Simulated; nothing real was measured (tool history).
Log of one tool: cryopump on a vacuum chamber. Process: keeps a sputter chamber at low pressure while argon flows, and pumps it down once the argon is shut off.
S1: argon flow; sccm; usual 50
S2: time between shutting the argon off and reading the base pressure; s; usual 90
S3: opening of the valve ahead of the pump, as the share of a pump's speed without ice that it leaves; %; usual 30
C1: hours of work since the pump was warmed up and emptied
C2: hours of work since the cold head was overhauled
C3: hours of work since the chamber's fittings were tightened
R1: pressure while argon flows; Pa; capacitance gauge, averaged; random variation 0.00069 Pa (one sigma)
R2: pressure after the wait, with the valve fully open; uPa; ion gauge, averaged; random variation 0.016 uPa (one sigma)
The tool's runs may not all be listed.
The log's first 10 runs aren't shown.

run   hour  S1   S2  S3   C1    C2    C3      R1    R2
 11  320.1  23   90  30  134  1027  1975  0.0552   0.4
 12  363.7  50   90  28  163  1056  2004  0.1304  0.42
 13  383.9  50   90  30  176  1069  2017  0.1219  0.43
 14  416.2  50  176  30  197  1090  2038  0.1221  0.32
 15  434.4  50  176  30  209  1102  2050  0.1225  0.34
 16  476.5  50  176  30  237  1130  2078  0.1216  0.33
 17  501.5  29   90  30  253  1146  2094  0.0708  0.44
 18  528.3  89   44  16  271  1164  2112   0.404  0.61
 19  570.7  21  135  19  299  1191  2139    0.08  0.38
 20  604.4  52   67  22  321  1214  2161   0.173   0.5
 21  637.1  85   24  27  342  1235  2183  0.2337  0.94
 22  661.8  50  215  26  358  1251  2199  0.1406  0.34
 23  680.5  50   42  30  371  1263  2211  0.1238  0.65
 24    715  50  290  30  393  1286  2234  0.1246  0.32
 25  752.9  50   76  30  418  1311  2259  0.1248  0.47
 26    787  50   76  25  441  1333  2281  0.1472  0.48
 27  819.6  54   22  15  462  1355  2302  0.2617  0.99
 28  837.8  91   26  29  474  1367  2314  0.2317  0.91
 29  857.1  31   90  32  486  1379  2327  0.0723  0.45
 30    892  31   90  32  509  1402  2350  0.0727  0.45
 31  917.9  21  146  30  526  1419  2367  0.0516  0.39
 32  951.3  21  146  30  548  1441  2389  0.0526  0.39
 33  971.1  21  146  30  561  1454  2402  0.0534  0.39

4 ways to go on from here, each from the tool as it stands after run 33. What would each give?
  A  993.4  92  106  45  576  1469  2416   ?   ?
  B  993.4  30  161  15  576  1469  2416   ?   ?
  C  993.4  50   26  59  576  1469  2416   ?   ?
  D  993.4  63   38  30  576  1469  2416   ?   ?

run      R1    R2
  A  0.1568  0.43
  B  0.1475  0.34
  C  0.0662  0.92
  D  0.1564  0.72
Without the tool's hidden state the same runs would have given:
run      R1    R2
  A  0.1461  0.28
  B   0.144  0.19
  C  0.0604  0.77
  D  0.1491  0.56
